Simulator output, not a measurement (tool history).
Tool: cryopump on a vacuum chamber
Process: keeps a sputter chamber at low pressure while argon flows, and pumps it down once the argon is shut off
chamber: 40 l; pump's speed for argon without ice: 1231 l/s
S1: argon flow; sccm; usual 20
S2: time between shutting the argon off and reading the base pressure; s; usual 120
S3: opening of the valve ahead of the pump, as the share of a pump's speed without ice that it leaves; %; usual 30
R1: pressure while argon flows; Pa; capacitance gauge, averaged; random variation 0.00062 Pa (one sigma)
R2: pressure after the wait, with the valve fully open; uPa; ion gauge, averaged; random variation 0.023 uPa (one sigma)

run,hour,S1,S2,S3,R1,R2
1,0.0,20,120,30,0.0927,0.84
2,17.1,20,120,30,0.0930,0.86
3,45.4,20,120,26,0.1069,0.93
4,60.2,20,120,15,0.1847,0.96
5,90.2,20,120,30,0.0934,1.00
6,116.6,20,120,30,0.0941,1.02
7,134.5,20,120,30,0.0929,1.07
8,161.9,20,120,55,0.0520,1.09
9,191.3,20,120,55,0.0529,1.13
10,212.6,19,75,49,0.0563,1.54
11,231.8,19,34,54,0.0509,2.68
12,252.6,25,56,30,0.1190,1.86
13,280.8,24,65,18,0.1872,1.65
14,299.2,17,202,18,0.1347,1.07
15,318.6,17,202,18,0.1335,1.11
16,353.5,17,202,18,0.1339,1.19
17,374.8,20,120,56,0.0540,1.46

5 ways to go on from here, each from the tool as it stands after run 17. What would each give?
A,409.0,29,70,21,?,?
B,409.0,17,73,24,?,?
C,409.0,20,120,44,?,?
D,409.0,20,85,30,?,?
E,409.0,20,272,30,?,?

run,R1,R2
A,0.1963,1.92
B,0.1011,1.92
C,0.0668,1.47
D,0.0969,1.73
E,0.0980,1.16
Without the tool's hidden state the same runs would have given:
run,R1,R2
A,0.1893,1.24
B,0.0970,1.23
C,0.0620,0.79
D,0.0920,1.06
E,0.0932,0.49
